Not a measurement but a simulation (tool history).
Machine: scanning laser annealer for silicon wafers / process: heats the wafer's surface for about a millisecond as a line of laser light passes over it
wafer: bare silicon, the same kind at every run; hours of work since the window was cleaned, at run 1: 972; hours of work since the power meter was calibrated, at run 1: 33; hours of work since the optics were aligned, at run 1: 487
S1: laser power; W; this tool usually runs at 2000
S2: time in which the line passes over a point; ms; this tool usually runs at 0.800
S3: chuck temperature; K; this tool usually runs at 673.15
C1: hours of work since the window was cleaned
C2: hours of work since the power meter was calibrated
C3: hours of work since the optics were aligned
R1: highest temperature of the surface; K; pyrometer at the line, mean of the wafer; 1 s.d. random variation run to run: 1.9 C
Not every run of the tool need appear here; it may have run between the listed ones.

run 1 hour=0.0 | S1=2000 S2=0.800 S3=673.15 | C1=972 C2=33 C3=487 | R1=1412.15
run 2 hour=8.9 | S1=2000 S2=0.800 S3=673.15 | C1=978 C2=39 C3=492 | R1=1415.15
run 3 hour=15.2 | S1=1814 S2=0.800 S3=673.15 | C1=982 C2=43 C3=497 | R1=1338.15
-- hour=19.0 window over the wafer cleaned
run 4 hour=25.0 | S1=1814 S2=0.800 S3=673.15 | C1=4 C2=48 C3=502 | R1=1375.15
run 5 hour=32.0 | S1=1814 S2=0.800 S3=673.15 | C1=8 C2=53 C3=506 | R1=1373.15
run 6 hour=38.3 | S1=2000 S2=0.802 S3=673.15 | C1=13 C2=57 C3=510 | R1=1449.15
run 7 hour=45.3 | S1=2000 S2=0.800 S3=673.15 | C1=17 C2=62 C3=515 | R1=1455.15
run 8 hour=54.1 | S1=2000 S2=0.800 S3=673.15 | C1=23 C2=67 C3=521 | R1=1451.15
run 9 hour=63.4 | S1=2000 S2=0.800 S3=673.15 | C1=29 C2=73 C3=527 | R1=1453.15
run 10 hour=68.5 | S1=2000 S2=0.800 S3=673.15 | C1=32 C2=77 C3=530 | R1=1455.15
run 11 hour=76.9 | S1=2000 S2=0.800 S3=687.15 | C1=38 C2=82 C3=536 | R1=1465.15
run 12 hour=82.3 | S1=2000 S2=0.800 S3=687.15 | C1=41 C2=86 C3=539 | R1=1462.15
run 13 hour=90.5 | S1=2000 S2=0.800 S3=687.15 | C1=47 C2=91 C3=544 | R1=1465.15
run 14 hour=98.9 | S1=2000 S2=0.800 S3=686.15 | C1=52 C2=97 C3=550 | R1=1466.15
run 15 hour=105.9 | S1=2000 S2=0.800 S3=686.15 | C1=57 C2=101 C3=555 | R1=1462.15
run 16 hour=113.6 | S1=2000 S2=0.800 S3=673.15 | C1=62 C2=106 C3=560 | R1=1450.15
run 17 hour=121.4 | S1=2000 S2=0.800 S3=673.15 | C1=67 C2=111 C3=565 | R1=1451.15
run 18 hour=129.2 | S1=1834 S2=0.800 S3=673.15 | C1=72 C2=116 C3=570 | R1=1377.15
run 19 hour=135.5 | S1=1834 S2=0.800 S3=673.15 | C1=76 C2=120 C3=574 | R1=1378.15
run 20 hour=143.5 | S1=1834 S2=0.800 S3=673.15 | C1=81 C2=126 C3=579 | R1=1377.15
run 21 hour=150.9 | S1=1834 S2=0.800 S3=673.15 | C1=86 C2=130 C3=584 | R1=1381.15
run 22 hour=156.8 | S1=1834 S2=0.903 S3=635.15 | C1=90 C2=134 C3=588 | R1=1380.15
-- hour=160.7 laser's power meter calibrated
run 23 hour=166.6 | S1=2084 S2=0.960 S3=670.15 | C1=94 C2=4 C3=592 | R1=1562.15
run 24 hour=173.9 | S1=1718 S2=0.800 S3=673.15 | C1=99 C2=9 C3=597 | R1=1329.15
run 25 hour=178.1 | S1=1756 S2=0.800 S3=673.15 | C1=102 C2=11 C3=600 | R1=1345.15
run 26 hour=186.5 | S1=2091 S2=0.800 S3=673.15 | C1=107 C2=17 C3=605 | R1=1488.15
run 27 hour=194.0 | S1=2000 S2=0.891 S3=673.15 | C1=112 C2=22 C3=610 | R1=1488.15
run 28 hour=200.6 | S1=1892 S2=0.944 S3=669.15 | C1=117 C2=26 C3=614 | R1=1459.15
run 29 hour=208.0 | S1=1892 S2=0.944 S3=669.15 | C1=121 C2=31 C3=619 | R1=1458.15
run 30 hour=215.5 | S1=1892 S2=0.944 S3=669.15 | C1=126 C2=36 C3=624 | R1=1458.15
-- hour=220.0 laser's power meter calibrated, once more
run 31 hour=224.3 | S1=2100 S2=0.800 S3=673.15 | C1=130 C2=3 C3=628 | R1=1494.15
run 32 hour=228.8 | S1=1787 S2=0.718 S3=656.15 | C1=133 C2=6 C3=631 | R1=1307.15
run 33 hour=237.0 | S1=1897 S2=0.709 S3=643.15 | C1=138 C2=11 C3=636 | R1=1334.15
run 34 hour=243.8 | S1=2113 S2=0.761 S3=692.15 | C1=143 C2=16 C3=641 | R1=1502.15
run 35 hour=249.8 | S1=2113 S2=0.761 S3=692.15 | C1=147 C2=19 C3=644 | R1=1499.15
run 36 hour=257.8 | S1=2000 S2=0.899 S3=689.15 | C1=152 C2=25 C3=650 | R1=1515.15
run 37 hour=264.3 | S1=2000 S2=0.899 S3=689.15 | C1=156 C2=29 C3=654 | R1=1515.15
run 38 hour=268.2 | S1=1919 S2=0.800 S3=704.15 | C1=159 C2=31 C3=657 | R1=1448.15
run 39 hour=275.3 | S1=2012 S2=0.770 S3=710.15 | C1=163 C2=36 C3=661 | R1=1478.15
run 40 hour=280.5 | S1=2012 S2=0.770 S3=710.15 | C1=167 C2=39 C3=665 | R1=1473.15

Alternative continuations, all from the tool just after run 40; predict every row:
run A hour=285.8 | S1=1806 S2=0.763 S3=695.15 | C1=170 C2=43 C3=668 | R1=?
run B hour=285.8 | S1=2002 S2=0.770 S3=634.15 | C1=170 C2=43 C3=668 | R1=?
run C hour=285.8 | S1=2039 S2=0.583 S3=673.15 | C1=170 C2=43 C3=668 | R1=?
run D hour=285.8 | S1=2000 S2=0.800 S3=687.15 | C1=170 C2=43 C3=668 | R1=?
run E hour=285.8 | S1=1716 S2=0.964 S3=647.15 | C1=170 C2=43 C3=668 | R1=?

run=A R1=1371.15
run=B R1=1398.15
run=C R1=1348.15
run=D R1=1462.15
run=E R1=1366.15
Had the tool no hidden state, the same runs would have come out as:
run=A R1=1387.15
run=B R1=1416.15
run=C R1=1364.15
run=D R1=1480.15
run=E R1=1383.15
